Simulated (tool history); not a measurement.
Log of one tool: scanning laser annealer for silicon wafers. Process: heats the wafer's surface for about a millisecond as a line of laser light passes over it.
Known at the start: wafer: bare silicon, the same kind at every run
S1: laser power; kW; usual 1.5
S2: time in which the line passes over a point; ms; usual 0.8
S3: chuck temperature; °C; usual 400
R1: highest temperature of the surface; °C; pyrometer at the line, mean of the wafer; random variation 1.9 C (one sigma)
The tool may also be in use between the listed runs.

{"run": 1, "hour": 0.0, "S1": 1.5, "S2": 0.8, "S3": 400, "R1": 1117}
{"run": 2, "hour": 40.6, "S1": 1.5, "S2": 0.8, "S3": 400, "R1": 1114}
{"run": 3, "hour": 84.9, "S1": 1.5, "S2": 0.8, "S3": 400, "R1": 1111}
{"run": 4, "hour": 111.4, "S1": 1.5, "S2": 0.8, "S3": 400, "R1": 1110}
{"run": 5, "hour": 136.9, "S1": 1.5, "S2": 0.8, "S3": 400, "R1": 1112}
{"run": 6, "hour": 180.4, "S1": 1.5, "S2": 0.8, "S3": 400, "R1": 1109}
{"run": 7, "hour": 218.8, "S1": 1.5, "S2": 0.8, "S3": 400, "R1": 1105}
{"run": 8, "hour": 257.8, "S1": 1.5, "S2": 0.8, "S3": 400, "R1": 1105}
{"run": 9, "hour": 284.2, "S1": 1.5, "S2": 0.8, "S3": 400, "R1": 1102}
{"run": 10, "hour": 326.8, "S1": 1.5, "S2": 0.8, "S3": 400, "R1": 1099}
{"run": 11, "hour": 353.5, "S1": 1.5, "S2": 0.8, "S3": 400, "R1": 1099}
{"run": 12, "hour": 392.3, "S1": 1.5, "S2": 0.8, "S3": 400, "R1": 1094}
{"run": 13, "hour": 442.7, "S1": 1.5, "S2": 0.8, "S3": 400, "R1": 1092}
{"run": 14, "hour": 495.0, "S1": 1.5, "S2": 0.8, "S3": 400, "R1": 1091}
{"run": 15, "hour": 524.4, "S1": 1.5, "S2": 0.8, "S3": 400, "R1": 1086}
{"run": 16, "hour": 577.2, "S1": 1.5, "S2": 0.8, "S3": 400, "R1": 1087}
{"run": 17, "hour": 630.1, "S1": 1.632, "S2": 0.8, "S3": 438, "R1": 1197}
{"run": 18, "hour": 653.6, "S1": 1.632, "S2": 0.8, "S3": 438, "R1": 1195}
{"run": 19, "hour": 679.5, "S1": 1.381, "S2": 0.8, "S3": 397, "R1": 1008}
{"run": 20, "hour": 719.6, "S1": 1.5, "S2": 0.8, "S3": 423, "R1": 1096}
{"run": 21, "hour": 763.5, "S1": 1.5, "S2": 0.985, "S3": 400, "R1": 1153}
{"run": 22, "hour": 817.8, "S1": 1.5, "S2": 0.888, "S3": 396, "R1": 1105}
{"hour": 835.9, "done": "window over the wafer cleaned"}
{"run": 23, "hour": 855.6, "S1": 1.497, "S2": 0.766, "S3": 436, "R1": 1131}
{"run": 24, "hour": 907.6, "S1": 1.477, "S2": 0.928, "S3": 411, "R1": 1166}
{"run": 25, "hour": 938.4, "S1": 1.597, "S2": 0.793, "S3": 411, "R1": 1177}
{"run": 26, "hour": 976.7, "S1": 1.492, "S2": 0.819, "S3": 411, "R1": 1120}
{"run": 27, "hour": 1027.4, "S1": 1.448, "S2": 0.819, "S3": 363, "R1": 1044}
{"run": 28, "hour": 1055.8, "S1": 1.5, "S2": 0.8, "S3": 398, "R1": 1096}
{"hour": 1097.9, "done": "optics aligned, line set to its width"}
{"run": 29, "hour": 1111.8, "S1": 1.28, "S2": 0.583, "S3": 400, "R1": 879}
{"run": 30, "hour": 1135.6, "S1": 1.28, "S2": 0.583, "S3": 400, "R1": 877}
{"run": 31, "hour": 1184.9, "S1": 1.46, "S2": 0.583, "S3": 413, "R1": 978}

Forecast each of these 3 alternatives for the next run:
{"run": "A", "hour": 1238.7, "S1": 1.457, "S2": 0.8, "S3": 435, "R1": "?"}
{"run": "B", "hour": 1238.7, "S1": 1.428, "S2": 0.8, "S3": 386, "R1": "?"}
{"run": "C", "hour": 1238.7, "S1": 1.517, "S2": 0.896, "S3": 397, "R1": "?"}

run=A R1=1102
run=B R1=1039
run=C R1=1151
Without the tool's hidden state the same runs would have given:
run=A R1=1136
run=B R1=1071
run=C R1=1188
